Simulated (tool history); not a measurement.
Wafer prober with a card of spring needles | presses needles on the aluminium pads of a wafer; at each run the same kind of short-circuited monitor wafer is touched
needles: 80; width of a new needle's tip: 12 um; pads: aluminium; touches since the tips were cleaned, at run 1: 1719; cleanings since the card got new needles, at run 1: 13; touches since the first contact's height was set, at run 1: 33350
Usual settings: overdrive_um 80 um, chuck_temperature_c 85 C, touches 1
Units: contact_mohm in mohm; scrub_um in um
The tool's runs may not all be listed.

run,day,overdrive_um,chuck_temperature_c,touches,touches since the tips were cleaned,cleanings since the card got new needles,touches since the first contact's height was set,contact_mohm,scrub_um
1,0.000,80,85,1,1719,13,33350,173,17.90
# day 0.067: tips cleaned on abrasive film
# day 0.412: tips cleaned on abrasive film
2,0.412,69,85,1,0,15,35735,152,15.38
3,0.708,69,85,1,1729,15,37464,172,15.36
# day 0.762: tips cleaned on abrasive film
4,1.075,80,85,1,1828,16,39596,172,17.87
# day 1.108: tips cleaned on abrasive film
5,1.262,80,85,1,919,17,40684,159,17.81
# day 1.479: tips cleaned on abrasive film
6,1.504,80,85,1,141,18,42067,158,17.87
# day 1.825: tips cleaned on abrasive film
7,1.871,80,85,1,271,19,44217,159,17.79
8,2.054,76,85,1,1343,19,45289,165,16.98
# day 2.196: tips cleaned on abrasive film
9,2.354,76,85,1,934,20,47035,165,16.80
# day 2.562: tips cleaned on abrasive film
10,2.654,76,85,1,533,21,48762,156,16.86
# day 2.912: tips cleaned on abrasive film
11,2.962,76,85,1,301,22,50560,157,16.84

The next listed run, before its measurement:
# day 3.258: tips cleaned on abrasive film
12,3.375,76,85,1,685,23,52951,?,?

{"run 12": {"contact_mohm": 157, "scrub_um": 16.83}}
Without the tool's hidden state the same run would have given contact_mohm 149 mohm, scrub_um 17.11 um.

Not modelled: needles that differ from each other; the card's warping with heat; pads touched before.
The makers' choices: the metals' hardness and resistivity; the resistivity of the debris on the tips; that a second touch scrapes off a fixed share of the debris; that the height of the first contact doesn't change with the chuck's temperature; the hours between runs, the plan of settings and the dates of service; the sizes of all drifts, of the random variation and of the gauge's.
